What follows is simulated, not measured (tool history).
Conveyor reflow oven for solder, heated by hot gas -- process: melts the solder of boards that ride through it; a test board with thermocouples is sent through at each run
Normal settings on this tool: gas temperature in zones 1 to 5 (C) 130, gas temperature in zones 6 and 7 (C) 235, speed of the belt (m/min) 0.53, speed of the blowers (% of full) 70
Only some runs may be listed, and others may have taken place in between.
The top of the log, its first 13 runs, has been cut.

run	day	gas temperature in zones 1 to 5 (C)	gas temperature in zones 6 and 7 (C)	speed of the belt (m/min)	speed of the blowers (% of full)	hours of work since the flux was cleaned out	hours of work since the belt drive was overhauled	hours of work since the thermocouples were changed	highest temperature of the board (C)	time above the solder's melting point (s)
14	21.558	130	235	0.624	70	34	222	305	201.9	36.6
15	23.404	130	235	0.624	70	52	239	323	201.2	35
16	24.375	123	227	0.53	54	61	249	332	194.6	28.2
17	26.096	123	227	0.53	54	78	265	349	195.3	28.5
18	27.858	123	227	0.53	54	95	282	366	194.8	27.8
# day 28.571: flux residue cleaned out of gas plates and filters, once more
19	29.679	133	224	0.427	53	11	298	381	206.2	66.6
20	31.462	139	239	0.503	51	28	315	399	212.9	66.1
21	32.425	124	229	0.63	83	37	324	408	204.3	39.1
22	34.296	124	229	0.63	83	55	342	426	204.4	38.9
23	36.308	132	229	0.63	83	74	361	445	206.4	44
24	37.962	132	229	0.63	83	90	377	461	205.7	43
25	39.288	132	232	0.63	83	103	390	474	207.8	46.5
26	41.188	130	235	0.53	86	121	408	492	216.6	64.9
27	42.792	129	236	0.437	64	137	424	507	218	79.6
28	44.712	123	249	0.498	57	155	442	526	221.1	67.8
29	46.767	122	234	0.53	70	175	462	546	209.3	54
30	48.171	130	244	0.53	53	188	475	559	212.7	57.9

Consider 5 possible next runs. They are alternatives, not a sequence: every one starts from the tool as it was left by run 30. What does each give?
A	50.021	129	235	0.53	70	206	493	577	?	?
B	50.021	131	241	0.528	70	206	493	577	?	?
C	50.021	140	244	0.536	86	206	493	577	?	?
D	50.021	132	235	0.637	70	206	493	577	?	?
E	50.021	130	244	0.53	72	206	493	577	?	?

run	highest temperature of the board (C)	time above the solder's melting point (s)
A	211.4	58.6
B	216.8	65.2
C	224.8	74.9
D	205	41.3
E	219.1	66.3
With no hidden state in the tool, these same runs would have given:
run	highest temperature of the board (C)	time above the solder's melting point (s)
A	214.4	61.7
B	219.8	67.6
C	227.9	76.5
D	208.1	44.8
E	222.2	68.5
